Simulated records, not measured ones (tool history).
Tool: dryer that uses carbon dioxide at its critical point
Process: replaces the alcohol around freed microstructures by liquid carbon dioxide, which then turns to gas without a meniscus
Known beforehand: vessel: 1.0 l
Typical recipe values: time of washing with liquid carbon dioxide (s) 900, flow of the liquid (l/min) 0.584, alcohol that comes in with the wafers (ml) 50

run	day	time of washing with liquid carbon dioxide (s)	flow of the liquid (l/min)	alcohol that comes in with the wafers (ml)	alcohol left in the vessel before it's heated (ppm by volume)
1	0.000	900	0.584	50	170
2	0.608	900	0.584	25	96
3	1.517	900	0.584	25	95
4	2.383	900	0.584	31	130
5	2.883	900	0.584	50	187
# day 3.642: inlet filter changed
6	3.662	900	0.584	50	72
7	4.175	900	0.584	50	88
8	4.925	900	0.584	50	83
9	5.617	900	0.584	50	81
10	6.379	900	0.584	50	89
11	7.208	900	0.826	50	27
12	8.121	900	0.826	50	27
13	8.533	900	0.826	50	24
14	9.275	900	0.826	50	33
15	10.146	900	0.826	50	36
16	10.862	900	0.584	36	93
17	11.546	900	0.584	36	104
18	12.429	900	0.584	36	97
19	13.242	780	0.584	38	213
20	13.758	1380	0.700	73	30
21	14.400	1380	0.700	73	33
22	15.096	1380	0.700	35	22
23	15.971	1140	0.413	35	165
24	16.546	1140	0.413	35	185
25	17.308	1380	0.758	31	39
26	17.954	1140	0.607	50	58
27	18.646	1140	0.650	28	43
28	19.496	900	0.890	55	40
29	19.975	1080	0.584	22	49
30	20.921	1440	0.752	50	33
31	21.550	1440	0.502	59	61
32	22.125	1440	0.502	59	50

3 ways to go on from here, each from the tool as it stands after run 32. What would each give?
A	23.033	720	0.694	27	?
B	23.033	720	0.584	50	?
C	23.033	1020	0.488	50	?

run	alcohol left in the vessel before it's heated (ppm by volume)
A	167
B	586
C	276
Without the tool's hidden state the same runs would have given:
run	alcohol left in the vessel before it's heated (ppm by volume)
A	49
B	237
C	92

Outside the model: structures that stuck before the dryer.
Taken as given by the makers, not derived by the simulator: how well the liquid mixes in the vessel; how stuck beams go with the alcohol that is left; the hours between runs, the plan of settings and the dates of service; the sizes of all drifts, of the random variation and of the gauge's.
